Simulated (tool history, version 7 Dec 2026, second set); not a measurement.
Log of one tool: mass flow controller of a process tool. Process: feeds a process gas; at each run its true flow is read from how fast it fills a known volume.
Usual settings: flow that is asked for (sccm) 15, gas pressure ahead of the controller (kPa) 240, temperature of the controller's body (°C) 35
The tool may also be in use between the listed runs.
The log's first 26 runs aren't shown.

run	hour	flow that is asked for (sccm)	gas pressure ahead of the controller (kPa)	temperature of the controller's body (°C)	true flow (%)
27	2193.5	15	151	39	96.14
28	2285.9	35	234	31	97.30
29	2380.1	35	234	31	97.30
30	2463.8	27	176	31	96.90
31	2559.0	34	269	32	97.06
32	2651.9	29	240	33	96.73
33	2732.2	5	173	35	96.00
34	2846.5	5	173	35	95.84
35	2957.2	5	173	35	95.77
# hour 3026.1: gauge calibrated
36	3049.4	5	173	35	98.68
37	3145.2	5	173	35	98.43
38	3246.2	16	162	34	98.51
39	3339.2	16	235	36	98.62
40	3448.2	16	235	36	98.43
41	3555.9	16	248	24	99.39
42	3652.8	16	248	24	99.36

Forecast each of these 3 alternatives for the next run:
A	3702.6	15	154	35	?
B	3702.6	17	240	25	?
C	3702.6	16	177	24	?

run	true flow (%)
A	98.15
B	99.18
C	98.95
Without the tool's hidden state the same runs would have given:
run	true flow (%)
A	98.81
B	99.84
C	99.61
